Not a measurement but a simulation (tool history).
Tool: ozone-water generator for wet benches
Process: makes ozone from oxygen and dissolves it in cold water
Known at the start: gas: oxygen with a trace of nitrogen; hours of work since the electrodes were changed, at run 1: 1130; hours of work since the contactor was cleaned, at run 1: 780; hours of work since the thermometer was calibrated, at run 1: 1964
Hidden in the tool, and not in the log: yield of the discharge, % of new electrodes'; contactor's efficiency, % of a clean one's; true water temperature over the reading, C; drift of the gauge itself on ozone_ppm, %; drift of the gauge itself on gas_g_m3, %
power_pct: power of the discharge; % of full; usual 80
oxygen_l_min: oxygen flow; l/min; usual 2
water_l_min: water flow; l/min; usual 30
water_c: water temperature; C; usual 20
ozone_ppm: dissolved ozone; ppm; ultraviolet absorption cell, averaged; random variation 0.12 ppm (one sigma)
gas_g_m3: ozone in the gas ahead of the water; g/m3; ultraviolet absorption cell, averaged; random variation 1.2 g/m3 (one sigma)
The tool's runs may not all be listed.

| run | day | power_pct | oxygen_l_min | water_l_min | water_c | hours of work since the electrodes were changed | hours of work since the contactor was cleaned | hours of work since the thermometer was calibrated | ozone_ppm | gas_g_m3 |
|---|---|---|---|---|---|---|---|---|---|---|
| 1 | 0 | 80 | 2 | 30 | 20 | 1130 | 780 | 1964 | 9.8 | 215.5 |
| 2 | 4.575 | 80 | 2 | 30 | 20 | 1223 | 873 | 2058 | 9.6 | 215.4 |
| 3 | 10.9 | 80 | 3.04 | 30 | 20 | 1352 | 1002 | 2186 | 10.7 | 168.7 |
| 4 | 17.029 | 80 | 3.04 | 30 | 20 | 1476 | 1127 | 2311 | 10.6 | 168.5 |
| 5 | 24.629 | 80 | 2 | 30 | 20 | 1631 | 1281 | 2465 | 9.6 | 213.7 |
| 6 | 29.338 | 80 | 2 | 30 | 20 | 1727 | 1377 | 2561 | 9.5 | 213.7 |
| 7 | 34.367 | 80 | 2 | 30 | 20 | 1829 | 1479 | 2663 | 9.5 | 212.6 |
| 8 | 41.371 | 80 | 2 | 30 | 20 | 1971 | 1622 | 2806 | 9.5 | 213 |
| 9 | 46.133 | 80 | 2 | 30 | 20 | 2068 | 1719 | 2903 | 9.5 | 213.9 |
| 10 | 51.896 | 80 | 2 | 30 | 20 | 2185 | 1836 | 3020 | 9.5 | 213.3 |
| 11 | 55.529 | 80 | 2 | 30 | 20 | 2259 | 1910 | 3094 | 9.5 | 211.3 |
| 12 | 63.362 | 80 | 2 | 30 | 20 | 2419 | 2069 | 3253 | 9.4 | 211.9 |
| 13 | 68.642 | 80 | 2 | 30 | 20 | 2526 | 2176 | 3360 | 9.6 | 209.6 |
|  | 71.662 | water thermometer calibrated |
| 14 | 75.988 | 53 | 2 | 30 | 20 | 2675 | 2325 | 88 | 6.8 | 148.5 |
| 15 | 83.758 | 53 | 2 | 30 | 20 | 2833 | 2483 | 246 | 6.5 | 150.3 |
| 16 | 91.088 | 53 | 2 | 30 | 25 | 2982 | 2632 | 395 | 6.3 | 148.6 |
| 17 | 98.217 | 80 | 2 | 30 | 20 | 3127 | 2777 | 540 | 9.4 | 210.7 |
| 18 | 104.104 | 52 | 1.55 | 35 | 22 | 3247 | 2897 | 660 | 5 | 169.7 |
| 19 | 111.708 | 52 | 1.55 | 35 | 22 | 3401 | 3052 | 814 | 5.2 | 168.1 |
| 20 | 115.975 | 71 | 2 | 30 | 23 | 3488 | 3138 | 901 | 8.4 | 188.8 |
| 21 | 121.092 | 94 | 1.65 | 26 | 14 | 3592 | 3243 | 1005 | 12.1 | 265 |
| 22 | 127.425 | 94 | 1.65 | 26 | 14 | 3721 | 3371 | 1134 | 12 | 265.6 |
| 23 | 133.479 | 93 | 1.92 | 30 | 16 | 3844 | 3494 | 1257 | 10.7 | 240.4 |
| 24 | 137.8 | 56 | 2 | 30 | 20 | 3932 | 3582 | 1345 | 6.9 | 155.5 |
| 25 | 142.438 | 46 | 2 | 21 | 23 | 4026 | 3677 | 1439 | 7.9 | 130.8 |
|  | 144.317 | contactor cleaned |
| 26 | 147.625 | 46 | 2 | 21 | 23 | 4129 | 67 | 1541 | 8 | 131.6 |
| 27 | 154.721 | 80 | 2 | 43 | 20 | 4273 | 212 | 1686 | 6.4 | 207.1 |
| 28 | 162.612 | 80 | 1.21 | 24 | 16 | 4433 | 372 | 1846 | 10.1 | 276.4 |

The next listed run, before its measurement:
| 29 | 166.554 | 80 | 1.21 | 24 | 16 | 4513 | 452 | 1926 | ? | ? |

ozone_ppm: 10.3 ppm
gas_g_m3: 272.7 g/m3
Without the tool's hidden state the same run would have given ozone_ppm 11.1 ppm, gas_g_m3 292.2 g/m3.

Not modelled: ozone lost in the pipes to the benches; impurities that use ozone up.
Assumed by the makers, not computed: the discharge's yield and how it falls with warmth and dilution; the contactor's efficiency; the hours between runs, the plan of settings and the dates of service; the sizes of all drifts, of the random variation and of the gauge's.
